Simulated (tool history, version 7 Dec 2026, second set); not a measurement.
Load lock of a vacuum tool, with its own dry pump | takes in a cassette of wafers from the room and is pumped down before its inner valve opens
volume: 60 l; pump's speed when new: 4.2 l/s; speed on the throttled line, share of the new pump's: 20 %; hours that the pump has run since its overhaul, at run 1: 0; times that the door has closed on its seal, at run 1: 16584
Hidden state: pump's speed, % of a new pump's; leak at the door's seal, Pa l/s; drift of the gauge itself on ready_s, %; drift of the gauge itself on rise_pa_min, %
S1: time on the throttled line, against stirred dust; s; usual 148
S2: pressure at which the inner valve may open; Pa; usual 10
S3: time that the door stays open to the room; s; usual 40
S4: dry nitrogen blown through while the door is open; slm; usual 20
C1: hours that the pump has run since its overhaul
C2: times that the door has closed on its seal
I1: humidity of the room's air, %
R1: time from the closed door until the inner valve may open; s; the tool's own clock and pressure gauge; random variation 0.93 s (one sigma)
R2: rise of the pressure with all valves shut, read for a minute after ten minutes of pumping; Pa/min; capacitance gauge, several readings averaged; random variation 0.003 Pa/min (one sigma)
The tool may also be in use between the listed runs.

{"run": 1, "hour": 0.0, "S1": 148, "S2": 10, "S3": 40, "S4": 20, "C1": 0, "C2": 16584, "I1": 44.7, "R1": 252.9, "R2": 0.173}
{"run": 2, "hour": 703.1, "S1": 126, "S2": 10, "S3": 40, "S4": 20, "C1": 703, "C2": 18195, "I1": 46.5, "R1": 236.2, "R2": 0.214}
{"run": 3, "hour": 1439.0, "S1": 126, "S2": 10, "S3": 40, "S4": 20, "C1": 1439, "C2": 19881, "I1": 43.3, "R1": 237.7, "R2": 0.245}
{"run": 4, "hour": 1789.9, "S1": 126, "S2": 10, "S3": 40, "S4": 20, "C1": 1790, "C2": 20685, "I1": 46.8, "R1": 236.9, "R2": 0.269}
{"run": 5, "hour": 2483.3, "S1": 148, "S2": 10, "S3": 40, "S4": 20, "C1": 2483, "C2": 22274, "I1": 48.4, "R1": 255.2, "R2": 0.3}
{"hour": 3046.5, "done": "door's seal changed, seat wiped"}
{"run": 6, "hour": 3181.6, "S1": 148, "S2": 10, "S3": 40, "S4": 20, "C1": 3180, "C2": 310, "I1": 47.3, "R1": 255.3, "R2": 0.01}
{"run": 7, "hour": 3520.2, "S1": 230, "S2": 10, "S3": 40, "S4": 20, "C1": 3519, "C2": 1086, "I1": 44.9, "R1": 321.9, "R2": 0.024}
{"run": 8, "hour": 4094.4, "S1": 230, "S2": 10, "S3": 40, "S4": 20, "C1": 4093, "C2": 2401, "I1": 47.7, "R1": 320.7, "R2": 0.029}
{"run": 9, "hour": 4433.2, "S1": 230, "S2": 10, "S3": 40, "S4": 20, "C1": 4432, "C2": 3177, "I1": 42.5, "R1": 321.5, "R2": 0.032}
{"run": 10, "hour": 4826.5, "S1": 212, "S2": 10, "S3": 40, "S4": 20, "C1": 4825, "C2": 4079, "I1": 46.9, "R1": 310.3, "R2": 0.037}
{"run": 11, "hour": 5379.1, "S1": 212, "S2": 10, "S3": 40, "S4": 20, "C1": 5378, "C2": 5345, "I1": 42.6, "R1": 309.7, "R2": 0.057}
{"run": 12, "hour": 5864.6, "S1": 148, "S2": 10, "S3": 234, "S4": 20, "C1": 5863, "C2": 6457, "I1": 49.5, "R1": 258.2, "R2": 0.096}
{"run": 13, "hour": 6294.4, "S1": 148, "S2": 10, "S3": 234, "S4": 20, "C1": 6293, "C2": 7442, "I1": 41.6, "R1": 261.1, "R2": 0.109}
{"run": 14, "hour": 6829.3, "S1": 148, "S2": 10, "S3": 234, "S4": 20, "C1": 6828, "C2": 8668, "I1": 42.3, "R1": 260.7, "R2": 0.116}
{"run": 15, "hour": 7246.1, "S1": 148, "S2": 10, "S3": 234, "S4": 20, "C1": 7245, "C2": 9623, "I1": 46.6, "R1": 260.1, "R2": 0.134}
{"run": 16, "hour": 7932.4, "S1": 148, "S2": 10, "S3": 234, "S4": 20, "C1": 7931, "C2": 11195, "I1": 41.6, "R1": 263.7, "R2": 0.149}
{"run": 17, "hour": 8406.8, "S1": 90, "S2": 10, "S3": 40, "S4": 20, "C1": 8405, "C2": 12282, "I1": 44.1, "R1": 216.4, "R2": 0.136}
{"run": 18, "hour": 9150.3, "S1": 90, "S2": 10, "S3": 40, "S4": 20, "C1": 9149, "C2": 13986, "I1": 43.5, "R1": 219.2, "R2": 0.168}
{"run": 19, "hour": 9800.8, "S1": 90, "S2": 10, "S3": 67, "S4": 20, "C1": 9799, "C2": 15476, "I1": 48.9, "R1": 219.5, "R2": 0.199}
{"run": 20, "hour": 10464.7, "S1": 90, "S2": 10, "S3": 49, "S4": 20, "C1": 10463, "C2": 16997, "I1": 46.0, "R1": 220.4, "R2": 0.224}
{"hour": 10985.0, "done": "dry pump taken out, an overhauled one fitted"}
{"run": 21, "hour": 10985.0, "S1": 148, "S2": 10, "S3": 32, "S4": 14, "C1": 0, "C2": 18176, "I1": 40.1, "R1": 252.1, "R2": 0.254}
{"run": 22, "hour": 11719.3, "S1": 148, "S2": 10, "S3": 32, "S4": 14, "C1": 734, "C2": 19858, "I1": 45.2, "R1": 254.4, "R2": 0.281}
{"run": 23, "hour": 12243.9, "S1": 148, "S2": 10, "S3": 32, "S4": 14, "C1": 1259, "C2": 21060, "I1": 48.6, "R1": 253.7, "R2": 0.317}
{"run": 24, "hour": 12605.4, "S1": 148, "S2": 10, "S3": 32, "S4": 14, "C1": 1620, "C2": 21889, "I1": 43.3, "R1": 254.4, "R2": 0.342}
{"run": 25, "hour": 12956.6, "S1": 218, "S2": 10, "S3": 32, "S4": 14, "C1": 1972, "C2": 22693, "I1": 43.8, "R1": 312.4, "R2": 0.359}
{"hour": 13333.8, "done": "door's seal changed, seat wiped"}
{"run": 26, "hour": 13649.6, "S1": 218, "S2": 14, "S3": 71, "S4": 25, "C1": 2663, "C2": 724, "I1": 42.0, "R1": 306.7, "R2": 0.025}
{"run": 27, "hour": 14060.5, "S1": 113, "S2": 15, "S3": 40, "S4": 20, "C1": 3074, "C2": 1665, "I1": 44.0, "R1": 221.8, "R2": 0.024}
{"run": 28, "hour": 14795.9, "S1": 113, "S2": 15, "S3": 40, "S4": 20, "C1": 3809, "C2": 3350, "I1": 48.2, "R1": 223.8, "R2": 0.036}
{"run": 29, "hour": 15106.7, "S1": 121, "S2": 15, "S3": 40, "S4": 12, "C1": 4120, "C2": 4062, "I1": 44.8, "R1": 231.3, "R2": 0.046}
{"run": 30, "hour": 15434.0, "S1": 259, "S2": 19, "S3": 41, "S4": 5, "C1": 4447, "C2": 4812, "I1": 43.3, "R1": 337.9, "R2": 0.053}
{"run": 31, "hour": 16017.1, "S1": 259, "S2": 19, "S3": 41, "S4": 5, "C1": 5031, "C2": 6148, "I1": 46.2, "R1": 337.0, "R2": 0.065}

Run 32 comes next. What will it give?
{"run": 32, "hour": 16591.0, "S1": 259, "S2": 8, "S3": 41, "S4": 19, "C1": 5605, "C2": 7463, "I1": 50.1, "R1": "?", "R2": "?"}

{"run 32": {"R1": 352.0, "R2": 0.075}}
Without the tool's hidden state the same run would have given R1 345.7 s, R2 0.016 Pa/min.
